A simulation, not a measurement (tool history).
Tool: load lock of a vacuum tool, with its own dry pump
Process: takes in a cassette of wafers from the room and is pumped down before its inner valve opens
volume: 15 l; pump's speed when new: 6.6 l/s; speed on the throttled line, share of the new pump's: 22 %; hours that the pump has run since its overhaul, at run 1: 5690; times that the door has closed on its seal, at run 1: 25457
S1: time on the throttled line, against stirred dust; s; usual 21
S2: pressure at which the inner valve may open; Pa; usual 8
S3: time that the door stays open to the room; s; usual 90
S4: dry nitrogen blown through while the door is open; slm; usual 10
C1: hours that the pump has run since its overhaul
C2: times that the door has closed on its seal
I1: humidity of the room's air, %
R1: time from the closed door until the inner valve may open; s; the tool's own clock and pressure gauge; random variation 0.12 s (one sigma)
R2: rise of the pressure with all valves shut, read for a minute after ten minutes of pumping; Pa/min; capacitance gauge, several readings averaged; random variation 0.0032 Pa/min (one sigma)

run 1 day=0.000 | S1=21 S2=8 S3=90 S4=10 | C1=5690 C2=25457 | I1=46.5 | R1=38.5 R2=0.655
run 2 day=3.929 | S1=21 S2=8 S3=90 S4=10 | C1=5784 C2=25754 | I1=46.5 | R1=38.5 R2=0.662
run 3 day=10.088 | S1=21 S2=8 S3=90 S4=10 | C1=5932 C2=26219 | I1=44.7 | R1=38.7 R2=0.691
run 4 day=16.267 | S1=21 S2=8 S3=90 S4=10 | C1=6080 C2=26687 | I1=43.8 | R1=38.5 R2=0.698
run 5 day=20.704 | S1=21 S2=8 S3=90 S4=10 | C1=6187 C2=27022 | I1=44.8 | R1=38.5 R2=0.698
run 6 day=23.642 | S1=21 S2=8 S3=90 S4=10 | C1=6257 C2=27244 | I1=44.3 | R1=38.7 R2=0.712
-- day=26.992 door's seal changed, seat wiped
run 7 day=30.146 | S1=21 S2=8 S3=90 S4=18 | C1=6412 C2=238 | I1=43.5 | R1=38.7 R2=0.110
run 8 day=36.517 | S1=21 S2=8 S3=147 S4=10 | C1=6565 C2=720 | I1=42.2 | R1=38.6 R2=0.167
run 9 day=39.946 | S1=21 S2=8 S3=147 S4=10 | C1=6647 C2=979 | I1=47.4 | R1=38.7 R2=0.181
run 10 day=45.667 | S1=21 S2=8 S3=147 S4=10 | C1=6784 C2=1411 | I1=45.0 | R1=38.8 R2=0.183
run 11 day=52.121 | S1=24 S2=6 S3=41 S4=13 | C1=6939 C2=1899 | I1=42.0 | R1=41.9 R2=0.081
run 12 day=55.238 | S1=21 S2=11 S3=90 S4=10 | C1=7014 C2=2135 | I1=45.2 | R1=37.9 R2=0.140
run 13 day=59.675 | S1=21 S2=11 S3=90 S4=10 | C1=7121 C2=2470 | I1=46.0 | R1=37.9 R2=0.143
run 14 day=62.967 | S1=21 S2=11 S3=90 S4=10 | C1=7200 C2=2719 | I1=42.1 | R1=38.1 R2=0.137
run 15 day=67.129 | S1=21 S2=11 S3=90 S4=10 | C1=7299 C2=3034 | I1=43.5 | R1=38.2 R2=0.144

Some steps in R1 between neighbouring runs. How much of each would the tool show without its hidden state too (settings, what came in, random variation), and how much is left for the hidden state, with any gauge scatter that isn't in both results?
The hidden state here: pump's speed, % of a new pump's; leak at the door's seal, Pa l/s; drift of the gauge itself on ready_s, %; drift of the gauge itself on rise_pa_min, %.
Run 6 -> 7: S4 10 -> 18, door's seal changed, seat wiped. R1 +0.0 s: hidden state +0.1, all else -0.1.
Run 11 -> 12: S1 24 -> 21, S2 6 -> 11, S3 41 -> 90, S4 13 -> 10. R1 -4.0 s: hidden state +0.0, all else -4.0.
